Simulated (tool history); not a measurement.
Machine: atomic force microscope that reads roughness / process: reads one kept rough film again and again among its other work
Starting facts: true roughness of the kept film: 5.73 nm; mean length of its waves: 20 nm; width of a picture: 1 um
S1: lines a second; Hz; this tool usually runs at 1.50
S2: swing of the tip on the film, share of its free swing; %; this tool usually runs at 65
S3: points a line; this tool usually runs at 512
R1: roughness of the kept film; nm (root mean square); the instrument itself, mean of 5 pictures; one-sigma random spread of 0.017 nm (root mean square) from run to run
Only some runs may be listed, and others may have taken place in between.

run    day    S1  S2    S3     R1
  1  0.000  1.50  65   512  4.202
  2  0.346  1.50  65   512  4.217
     0.404  -- new tip fitted
  3  0.704  1.50  65   512  4.239
  4  1.142  1.50  65   512  4.235
  5  1.346  1.50  65   512  4.229
  6  1.792  0.57  65   512  4.331
  7  2.062  0.57  65   512  4.324
  8  2.533  0.57  65   512  4.355
  9  2.829  0.57  65   512  4.389
 10  3.267  0.57  65   512  4.322
 11  3.729  0.60  65   512  4.330
 12  4.204  0.52  60  1010  4.379
 13  4.600  1.20  65   512  4.276
 14  4.896  2.49  65   722  4.116
 15  5.333  2.03  68   512  4.072
 16  5.588  1.15  68   411  4.206
 17  5.783  0.55  81   739  4.279
 18  6.142  0.55  81   739  4.272

Selected run-to-run steps in R1, each split into two signed amounts: the part the tool would show with no hidden state at all (from settings, incoming material and random variation), and the remainder, which goes to the hidden state together with any gauge scatter not common to the measured and the hidden-state-free results:
Unlogged tool condition in this case: radius of the tip, nm; height scale over the true one, %; drift of the gauge itself on roughness_nm, %.
Run 2 -> 3: new tip fitted. R1 +0.022 nm (root mean square): hidden state +0.022, all else +0.000.
Run 13 -> 14: S1 1.20 -> 2.49, S3 512 -> 722. R1 -0.160 nm (root mean square): hidden state +0.000, all else -0.160.
